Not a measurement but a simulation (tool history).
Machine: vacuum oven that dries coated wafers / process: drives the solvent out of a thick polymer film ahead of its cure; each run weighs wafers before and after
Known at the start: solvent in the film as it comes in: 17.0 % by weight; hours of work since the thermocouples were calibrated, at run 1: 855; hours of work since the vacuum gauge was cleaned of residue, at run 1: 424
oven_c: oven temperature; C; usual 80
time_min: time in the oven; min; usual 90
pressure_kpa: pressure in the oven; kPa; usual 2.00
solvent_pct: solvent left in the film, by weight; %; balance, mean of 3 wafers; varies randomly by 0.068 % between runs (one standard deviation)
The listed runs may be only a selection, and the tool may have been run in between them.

run	day	oven_c	time_min	pressure_kpa	hours of work since the thermocouples were calibrated	hours of work since the vacuum gauge was cleaned of residue	solvent_pct
1	0.000	80	90	2.00	855	424	3.94
2	1.029	80	90	2.18	869	439	4.01
3	2.454	80	90	2.18	889	458	4.02
4	3.892	80	90	2.18	909	478	4.05
5	5.271	80	90	2.18	928	497	3.90
6	6.458	80	90	2.18	944	514	3.97
7	7.600	86	60	2.18	960	530	3.66
8	8.604	80	88	2.00	974	543	3.95
9	9.704	80	113	2.00	989	559	2.93
10	10.942	80	113	2.00	1006	576	2.91
# day 11.942: oven's thermocouples calibrated
11	12.408	85	46	3.99	6	595	6.38
12	13.438	85	46	3.99	21	609	6.37

What would each run have given without the hidden state, its run-to-run variation left as it was?
Hidden conditions of the tool in this case: true wafer temperature over the reading, C; true pressure over the reading, kPa; drift of the gauge itself on solvent_pct, %.
run	solvent_pct
1	4.61
2	4.70
3	4.72
4	4.76
5	4.62
6	4.72
7	4.37
8	4.71
9	3.60
10	3.59
11	6.46
12	6.46

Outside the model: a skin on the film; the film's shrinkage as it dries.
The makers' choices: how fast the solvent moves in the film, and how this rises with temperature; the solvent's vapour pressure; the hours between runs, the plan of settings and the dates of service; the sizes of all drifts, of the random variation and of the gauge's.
